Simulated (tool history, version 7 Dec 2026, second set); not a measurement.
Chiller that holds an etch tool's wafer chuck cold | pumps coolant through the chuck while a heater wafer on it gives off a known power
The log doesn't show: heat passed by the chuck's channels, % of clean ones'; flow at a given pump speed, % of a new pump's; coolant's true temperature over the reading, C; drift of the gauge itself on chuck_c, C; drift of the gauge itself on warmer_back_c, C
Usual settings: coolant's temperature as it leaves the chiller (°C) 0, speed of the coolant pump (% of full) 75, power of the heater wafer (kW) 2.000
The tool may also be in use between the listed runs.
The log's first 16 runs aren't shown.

| run | hour | coolant's temperature as it leaves the chiller (°C) | speed of the coolant pump (% of full) | power of the heater wafer (kW) | hours since the coolant was changed and the channels were flushed | hours since the pump was overhauled | hours since the chiller's thermometer was calibrated | chuck's temperature once it has settled (°C) | how much warmer the coolant comes back (C) |
|---|---|---|---|---|---|---|---|---|---|
| 17 | 862.5 | -4 | 88 | 1.667 | 5496 | 3057 | 3057 | 12.9 | 5.20 |
| 18 | 921.4 | -3 | 88 | 2.246 | 5555 | 3116 | 3116 | 19.6 | 7.04 |
| 19 | 970.4 | -3 | 88 | 2.246 | 5604 | 3165 | 3165 | 19.7 | 7.07 |
| 20 | 1020.9 | -9 | 75 | 2.076 | 5654 | 3215 | 3215 | 15.7 | 7.67 |
| 21 | 1063.9 | -9 | 75 | 2.076 | 5697 | 3258 | 3258 | 15.8 | 7.66 |
| 22 | 1150.9 | -9 | 75 | 2.076 | 5784 | 3345 | 3345 | 15.7 | 7.72 |
| 23 | 1192.5 | -9 | 64 | 2.105 | 5826 | 3387 | 3387 | 20.1 | 9.25 |
| 24 | 1231.3 | 0 | 94 | 2.970 | 5865 | 3426 | 3426 | 28.5 | 8.67 |
| 25 | 1305.9 | 0 | 94 | 2.970 | 5939 | 3500 | 3500 | 28.5 | 8.71 |
| 26 | 1359.9 | 0 | 75 | 1.066 | 5993 | 3554 | 3554 | 12.8 | 4.00 |
| 27 | 1436.6 | 8 | 72 | 2.000 | 6070 | 3631 | 3631 | 33.1 | 7.78 |
| 28 | 1482.6 | 9 | 67 | 2.000 | 6116 | 3677 | 3677 | 35.8 | 8.37 |
| 29 | 1569.5 | -8 | 67 | 2.000 | 6203 | 3764 | 3764 | 18.8 | 8.34 |
| 30 | 1608.1 | -8 | 67 | 2.000 | 6242 | 3803 | 3803 | 18.9 | 8.37 |
| 31 | 1643.0 | -1 | 77 | 2.113 | 6277 | 3838 | 3838 | 23.9 | 7.64 |
| 32 | 1680.2 | -6 | 97 | 1.487 | 6314 | 3875 | 3875 | 8.1 | 4.23 |

Forecast each of these 4 alternatives for the next run:
| A | 1718.8 | -5 | 66 | 2.579 | 6352 | 3913 | 3913 | ? | ? |
| B | 1718.8 | -5 | 94 | 2.000 | 6352 | 3913 | 3913 | ? | ? |
| C | 1718.8 | -3 | 62 | 1.037 | 6352 | 3913 | 3913 | ? | ? |
| D | 1718.8 | -6 | 74 | 2.955 | 6352 | 3913 | 3913 | ? | ? |

| run | chuck's temperature once it has settled (°C) | how much warmer the coolant comes back (C) |
|---|---|---|
| A | 30.4 | 11.02 |
| B | 14.3 | 5.86 |
| C | 12.1 | 4.73 |
| D | 30.1 | 11.19 |
Without the tool's hidden state the same runs would have given:
| run | chuck's temperature once it has settled (°C) | how much warmer the coolant comes back (C) |
|---|---|---|
| A | 23.6 | 10.68 |
| B | 10.6 | 5.68 |
| C | 9.2 | 4.58 |
| D | 23.1 | 10.85 |
